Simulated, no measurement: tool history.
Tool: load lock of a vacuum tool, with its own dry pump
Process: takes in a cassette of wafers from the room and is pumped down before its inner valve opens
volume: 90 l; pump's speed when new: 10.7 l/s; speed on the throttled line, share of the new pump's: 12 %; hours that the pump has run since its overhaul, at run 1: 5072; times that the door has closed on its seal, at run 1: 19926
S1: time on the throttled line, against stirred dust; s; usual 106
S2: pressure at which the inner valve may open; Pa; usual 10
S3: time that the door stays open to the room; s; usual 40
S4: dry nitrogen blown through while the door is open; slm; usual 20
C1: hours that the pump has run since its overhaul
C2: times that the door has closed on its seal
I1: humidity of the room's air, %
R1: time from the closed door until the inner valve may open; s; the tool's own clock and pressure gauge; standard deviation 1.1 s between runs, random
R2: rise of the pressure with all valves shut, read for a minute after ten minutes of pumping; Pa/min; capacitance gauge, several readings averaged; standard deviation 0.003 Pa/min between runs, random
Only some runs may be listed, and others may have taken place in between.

{"run": 1, "hour": 0.0, "S1": 106, "S2": 10, "S3": 40, "S4": 20, "C1": 5072, "C2": 19926, "I1": 46.3, "R1": 174.1, "R2": 0.348}
{"run": 2, "hour": 181.0, "S1": 106, "S2": 10, "S3": 40, "S4": 20, "C1": 5253, "C2": 20597, "I1": 43.3, "R1": 176.5, "R2": 0.375}
{"run": 3, "hour": 314.8, "S1": 66, "S2": 10, "S3": 40, "S4": 20, "C1": 5386, "C2": 21092, "I1": 42.8, "R1": 141.1, "R2": 0.386}
{"run": 4, "hour": 472.9, "S1": 66, "S2": 10, "S3": 40, "S4": 20, "C1": 5545, "C2": 21678, "I1": 43.9, "R1": 141.4, "R2": 0.4}
{"run": 5, "hour": 617.5, "S1": 106, "S2": 10, "S3": 33, "S4": 20, "C1": 5689, "C2": 22213, "I1": 50.6, "R1": 175.8, "R2": 0.407}
{"run": 6, "hour": 778.0, "S1": 106, "S2": 10, "S3": 33, "S4": 20, "C1": 5850, "C2": 22808, "I1": 43.3, "R1": 174.7, "R2": 0.427}
{"run": 7, "hour": 878.4, "S1": 106, "S2": 10, "S3": 33, "S4": 20, "C1": 5950, "C2": 23180, "I1": 42.8, "R1": 175.5, "R2": 0.45}
{"run": 8, "hour": 1035.5, "S1": 173, "S2": 10, "S3": 33, "S4": 20, "C1": 6107, "C2": 23761, "I1": 41.3, "R1": 236.2, "R2": 0.458}
{"run": 9, "hour": 1154.5, "S1": 173, "S2": 10, "S3": 33, "S4": 20, "C1": 6226, "C2": 24202, "I1": 46.9, "R1": 236.3, "R2": 0.469}
{"run": 10, "hour": 1260.9, "S1": 173, "S2": 10, "S3": 33, "S4": 20, "C1": 6333, "C2": 24596, "I1": 43.6, "R1": 235.3, "R2": 0.493}
{"run": 11, "hour": 1441.5, "S1": 173, "S2": 10, "S3": 33, "S4": 20, "C1": 6513, "C2": 25265, "I1": 45.9, "R1": 234.4, "R2": 0.513}
{"run": 12, "hour": 1642.3, "S1": 173, "S2": 10, "S3": 33, "S4": 20, "C1": 6714, "C2": 26009, "I1": 44.1, "R1": 237.6, "R2": 0.522}
{"run": 13, "hour": 1842.2, "S1": 106, "S2": 13, "S3": 40, "S4": 20, "C1": 6914, "C2": 26749, "I1": 43.4, "R1": 174.8, "R2": 0.566}
{"run": 14, "hour": 2020.5, "S1": 106, "S2": 19, "S3": 40, "S4": 20, "C1": 7092, "C2": 27409, "I1": 48.2, "R1": 172.9, "R2": 0.587}
{"run": 15, "hour": 2155.4, "S1": 106, "S2": 19, "S3": 40, "S4": 20, "C1": 7227, "C2": 27909, "I1": 42.1, "R1": 174.3, "R2": 0.611}
{"run": 16, "hour": 2267.0, "S1": 106, "S2": 19, "S3": 40, "S4": 20, "C1": 7339, "C2": 28322, "I1": 46.6, "R1": 174.4, "R2": 0.616}
{"run": 17, "hour": 2416.8, "S1": 106, "S2": 19, "S3": 40, "S4": 20, "C1": 7489, "C2": 28877, "I1": 41.6, "R1": 173.0, "R2": 0.642}
{"run": 18, "hour": 2544.3, "S1": 106, "S2": 19, "S3": 40, "S4": 20, "C1": 7616, "C2": 29349, "I1": 47.5, "R1": 172.1, "R2": 0.645}
{"run": 19, "hour": 2734.0, "S1": 106, "S2": 19, "S3": 40, "S4": 20, "C1": 7806, "C2": 30052, "I1": 43.7, "R1": 172.2, "R2": 0.674}
{"run": 20, "hour": 2941.0, "S1": 106, "S2": 10, "S3": 40, "S4": 5, "C1": 8013, "C2": 30818, "I1": 43.4, "R1": 178.0, "R2": 0.721}
{"hour": 3052.1, "done": "door's seal changed, seat wiped"}
{"run": 21, "hour": 3096.2, "S1": 175, "S2": 10, "S3": 40, "S4": 19, "C1": 8166, "C2": 164, "I1": 44.1, "R1": 237.1, "R2": 0.013}
{"run": 22, "hour": 3319.9, "S1": 99, "S2": 7, "S3": 67, "S4": 9, "C1": 8390, "C2": 992, "I1": 40.8, "R1": 176.9, "R2": 0.024}
{"run": 23, "hour": 3518.6, "S1": 99, "S2": 7, "S3": 67, "S4": 9, "C1": 8589, "C2": 1728, "I1": 44.4, "R1": 178.7, "R2": 0.032}
{"run": 24, "hour": 3713.0, "S1": 203, "S2": 18, "S3": 101, "S4": 44, "C1": 8783, "C2": 2448, "I1": 45.3, "R1": 257.5, "R2": 0.032}
{"run": 25, "hour": 3830.1, "S1": 140, "S2": 17, "S3": 81, "S4": 6, "C1": 8900, "C2": 2882, "I1": 45.7, "R1": 201.5, "R2": 0.048}
{"run": 26, "hour": 4053.9, "S1": 140, "S2": 17, "S3": 81, "S4": 6, "C1": 9124, "C2": 3710, "I1": 41.6, "R1": 203.4, "R2": 0.054}
{"run": 27, "hour": 4176.2, "S1": 104, "S2": 10, "S3": 185, "S4": 20, "C1": 9246, "C2": 4163, "I1": 44.0, "R1": 179.8, "R2": 0.062}
{"run": 28, "hour": 4333.8, "S1": 104, "S2": 16, "S3": 101, "S4": 20, "C1": 9404, "C2": 4747, "I1": 45.8, "R1": 173.4, "R2": 0.063}
{"run": 29, "hour": 4551.0, "S1": 106, "S2": 10, "S3": 58, "S4": 20, "C1": 9621, "C2": 5551, "I1": 43.9, "R1": 180.5, "R2": 0.067}
{"run": 30, "hour": 4742.0, "S1": 61, "S2": 10, "S3": 84, "S4": 5, "C1": 9812, "C2": 6259, "I1": 44.3, "R1": 140.9, "R2": 0.093}
{"run": 31, "hour": 4938.7, "S1": 61, "S2": 10, "S3": 84, "S4": 5, "C1": 10009, "C2": 6987, "I1": 46.1, "R1": 143.0, "R2": 0.098}
{"run": 32, "hour": 5094.0, "S1": 106, "S2": 7, "S3": 186, "S4": 20, "C1": 10164, "C2": 7562, "I1": 45.4, "R1": 184.5, "R2": 0.106}
{"run": 33, "hour": 5299.6, "S1": 106, "S2": 7, "S3": 186, "S4": 20, "C1": 10370, "C2": 8324, "I1": 44.8, "R1": 185.2, "R2": 0.114}
{"run": 34, "hour": 5487.5, "S1": 106, "S2": 7, "S3": 186, "S4": 20, "C1": 10558, "C2": 9019, "I1": 44.7, "R1": 185.4, "R2": 0.129}
{"run": 35, "hour": 5627.8, "S1": 55, "S2": 17, "S3": 94, "S4": 45, "C1": 10698, "C2": 9539, "I1": 46.1, "R1": 133.6, "R2": 0.128}
{"run": 36, "hour": 5754.8, "S1": 106, "S2": 13, "S3": 40, "S4": 20, "C1": 10825, "C2": 10009, "I1": 46.4, "R1": 179.6, "R2": 0.126}
{"run": 37, "hour": 5950.9, "S1": 106, "S2": 9, "S3": 102, "S4": 11, "C1": 11021, "C2": 10736, "I1": 46.1, "R1": 184.2, "R2": 0.151}
{"run": 38, "hour": 6069.6, "S1": 63, "S2": 10, "S3": 40, "S4": 7, "C1": 11140, "C2": 11175, "I1": 40.8, "R1": 144.2, "R2": 0.159}

Below are 3 alternative next runs, each starting from the tool's condition after run 38. Predict each:
{"run": "A", "hour": 6288.4, "S1": 66, "S2": 10, "S3": 196, "S4": 5, "C1": 11359, "C2": 11986, "I1": 45.8, "R1": "?", "R2": "?"}
{"run": "B", "hour": 6288.4, "S1": 164, "S2": 11, "S3": 40, "S4": 35, "C1": 11359, "C2": 11986, "I1": 42.2, "R1": "?", "R2": "?"}
{"run": "C", "hour": 6288.4, "S1": 63, "S2": 20, "S3": 40, "S4": 8, "C1": 11359, "C2": 11986, "I1": 45.6, "R1": "?", "R2": "?"}

run=A R1=148.0 R2=0.209
run=B R1=231.9 R2=0.166
run=C R1=137.9 R2=0.164
Without the tool's hidden state the same runs would have given:
run=A R1=135.6 R2=0.050
run=B R1=221.6 R2=0.011
run=C R1=126.5 R2=0.008

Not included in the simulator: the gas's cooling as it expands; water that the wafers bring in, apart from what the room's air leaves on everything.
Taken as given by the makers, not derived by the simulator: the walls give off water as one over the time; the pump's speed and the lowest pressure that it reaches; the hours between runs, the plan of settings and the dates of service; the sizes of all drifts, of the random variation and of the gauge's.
